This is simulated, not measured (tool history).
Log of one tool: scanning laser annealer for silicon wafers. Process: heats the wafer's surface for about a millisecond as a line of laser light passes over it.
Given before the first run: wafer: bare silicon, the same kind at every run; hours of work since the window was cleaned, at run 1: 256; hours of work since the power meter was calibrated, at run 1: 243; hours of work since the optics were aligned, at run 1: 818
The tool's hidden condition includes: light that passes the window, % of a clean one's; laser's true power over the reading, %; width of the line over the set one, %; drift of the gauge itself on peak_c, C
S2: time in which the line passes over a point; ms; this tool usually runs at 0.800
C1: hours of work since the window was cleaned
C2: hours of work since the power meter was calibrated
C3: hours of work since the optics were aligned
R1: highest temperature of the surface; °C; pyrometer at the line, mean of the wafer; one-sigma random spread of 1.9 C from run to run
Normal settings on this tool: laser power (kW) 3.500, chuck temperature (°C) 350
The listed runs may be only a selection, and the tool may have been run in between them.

run 1 hour=0.0 | laser_power_(kW)=3.500 S2=0.800 chuck_temperature_(°C)=350 | C1=256 C2=243 C3=818 | R1=1132
run 2 hour=11.5 | laser_power_(kW)=3.500 S2=0.800 chuck_temperature_(°C)=327 | C1=265 C2=251 C3=826 | R1=1108
run 3 hour=20.6 | laser_power_(kW)=3.500 S2=0.800 chuck_temperature_(°C)=327 | C1=272 C2=258 C3=833 | R1=1108
run 4 hour=29.4 | laser_power_(kW)=3.500 S2=0.800 chuck_temperature_(°C)=350 | C1=278 C2=265 C3=840 | R1=1133
run 5 hour=38.9 | laser_power_(kW)=3.500 S2=0.800 chuck_temperature_(°C)=350 | C1=285 C2=272 C3=847 | R1=1131
run 6 hour=48.3 | laser_power_(kW)=3.500 S2=0.800 chuck_temperature_(°C)=350 | C1=293 C2=279 C3=854 | R1=1134
run 7 hour=55.5 | laser_power_(kW)=3.500 S2=0.800 chuck_temperature_(°C)=350 | C1=298 C2=285 C3=860 | R1=1130
run 8 hour=68.8 | laser_power_(kW)=3.734 S2=0.800 chuck_temperature_(°C)=350 | C1=308 C2=295 C3=870 | R1=1199
run 9 hour=78.6 | laser_power_(kW)=3.500 S2=0.800 chuck_temperature_(°C)=350 | C1=315 C2=302 C3=877 | R1=1128
run 10 hour=85.5 | laser_power_(kW)=3.500 S2=0.800 chuck_temperature_(°C)=350 | C1=321 C2=307 C3=882 | R1=1130
run 11 hour=100.0 | laser_power_(kW)=3.500 S2=0.877 chuck_temperature_(°C)=350 | C1=332 C2=318 C3=893 | R1=1164
run 12 hour=106.4 | laser_power_(kW)=3.500 S2=0.877 chuck_temperature_(°C)=322 | C1=336 C2=323 C3=898 | R1=1132
run 13 hour=114.9 | laser_power_(kW)=3.394 S2=0.877 chuck_temperature_(°C)=322 | C1=343 C2=329 C3=905 | R1=1099
run 14 hour=124.2 | laser_power_(kW)=3.394 S2=0.877 chuck_temperature_(°C)=322 | C1=350 C2=337 C3=912 | R1=1102
run 15 hour=137.6 | laser_power_(kW)=3.500 S2=0.800 chuck_temperature_(°C)=350 | C1=360 C2=347 C3=922 | R1=1127
run 16 hour=151.0 | laser_power_(kW)=3.500 S2=0.800 chuck_temperature_(°C)=350 | C1=370 C2=357 C3=932 | R1=1123
run 17 hour=163.2 | laser_power_(kW)=3.500 S2=0.800 chuck_temperature_(°C)=386 | C1=379 C2=366 C3=941 | R1=1163
run 18 hour=174.9 | laser_power_(kW)=3.500 S2=0.800 chuck_temperature_(°C)=386 | C1=388 C2=375 C3=950 | R1=1163
-- hour=178.1 window over the wafer cleaned
run 19 hour=191.2 | laser_power_(kW)=3.500 S2=0.800 chuck_temperature_(°C)=350 | C1=10 C2=386 C3=961 | R1=1117
run 20 hour=202.1 | laser_power_(kW)=3.500 S2=0.800 chuck_temperature_(°C)=350 | C1=18 C2=394 C3=969 | R1=1116
run 21 hour=213.9 | laser_power_(kW)=3.500 S2=0.800 chuck_temperature_(°C)=350 | C1=27 C2=403 C3=978 | R1=1115
run 22 hour=221.6 | laser_power_(kW)=3.035 S2=0.759 chuck_temperature_(°C)=318 | C1=33 C2=409 C3=984 | R1=940
-- hour=225.9 window over the wafer cleaned, once more
run 23 hour=232.2 | laser_power_(kW)=3.431 S2=0.862 chuck_temperature_(°C)=319 | C1=5 C2=415 C3=990 | R1=1121
run 24 hour=239.3 | laser_power_(kW)=3.500 S2=0.800 chuck_temperature_(°C)=371 | C1=10 C2=420 C3=996 | R1=1168
run 25 hour=249.6 | laser_power_(kW)=3.500 S2=0.800 chuck_temperature_(°C)=371 | C1=18 C2=428 C3=1003 | R1=1167
run 26 hour=257.7 | laser_power_(kW)=3.500 S2=0.800 chuck_temperature_(°C)=371 | C1=24 C2=434 C3=1010 | R1=1169
run 27 hour=267.6 | laser_power_(kW)=3.500 S2=0.682 chuck_temperature_(°C)=374 | C1=32 C2=442 C3=1017 | R1=1117
run 28 hour=275.2 | laser_power_(kW)=3.471 S2=0.800 chuck_temperature_(°C)=374 | C1=37 C2=448 C3=1023 | R1=1159
run 29 hour=284.8 | laser_power_(kW)=3.572 S2=0.811 chuck_temperature_(°C)=361 | C1=45 C2=455 C3=1030 | R1=1183
run 30 hour=290.9 | laser_power_(kW)=3.572 S2=0.811 chuck_temperature_(°C)=361 | C1=49 C2=459 C3=1035 | R1=1183
run 31 hour=302.0 | laser_power_(kW)=3.572 S2=0.811 chuck_temperature_(°C)=361 | C1=58 C2=468 C3=1043 | R1=1180
run 32 hour=315.5 | laser_power_(kW)=3.772 S2=0.927 chuck_temperature_(°C)=361 | C1=68 C2=478 C3=1053 | R1=1294
run 33 hour=325.6 | laser_power_(kW)=3.500 S2=0.636 chuck_temperature_(°C)=323 | C1=75 C2=486 C3=1061 | R1=1041
run 34 hour=336.4 | laser_power_(kW)=3.706 S2=0.847 chuck_temperature_(°C)=377 | C1=84 C2=494 C3=1069 | R1=1251
run 35 hour=347.3 | laser_power_(kW)=3.140 S2=0.678 chuck_temperature_(°C)=376 | C1=92 C2=502 C3=1077 | R1=1018
run 36 hour=359.3 | laser_power_(kW)=3.250 S2=0.942 chuck_temperature_(°C)=388 | C1=101 C2=511 C3=1086 | R1=1161
run 37 hour=366.3 | laser_power_(kW)=3.505 S2=0.806 chuck_temperature_(°C)=361 | C1=106 C2=517 C3=1092 | R1=1151
run 38 hour=379.1 | laser_power_(kW)=3.505 S2=0.806 chuck_temperature_(°C)=361 | C1=116 C2=526 C3=1101 | R1=1154
run 39 hour=390.9 | laser_power_(kW)=3.033 S2=0.602 chuck_temperature_(°C)=381 | C1=125 C2=535 C3=1110 | R1=959
run 40 hour=400.1 | laser_power_(kW)=3.667 S2=0.749 chuck_temperature_(°C)=378 | C1=132 C2=542 C3=1117 | R1=1192

Subtracting, for every run, the result it would have given without the tool's unlogged condition from the measured result gives the following. The same run-to-run variation enters both numbers; the gauge's scatter may not:
run=1 R1=-29
run=2 R1=-30
run=3 R1=-30
run=4 R1=-30
run=5 R1=-31
run=6 R1=-31
run=7 R1=-32
run=8 R1=-36
run=9 R1=-33
run=10 R1=-34
run=11 R1=-36
run=12 R1=-37
run=13 R1=-35
run=14 R1=-36
run=15 R1=-37
run=16 R1=-37
run=17 R1=-38
run=18 R1=-39
run=19 R1=-47
run=20 R1=-48
run=21 R1=-49
run=22 R1=-40
run=23 R1=-16
run=24 R1=-16
run=25 R1=-16
run=26 R1=-17
run=27 R1=-16
run=28 R1=-18
run=29 R1=-19
run=30 R1=-19
run=31 R1=-21
run=32 R1=-24
run=33 R1=-19
run=34 R1=-24
run=35 R1=-18
run=36 R1=-23
run=37 R1=-23
run=38 R1=-24
run=39 R1=-18
run=40 R1=-26
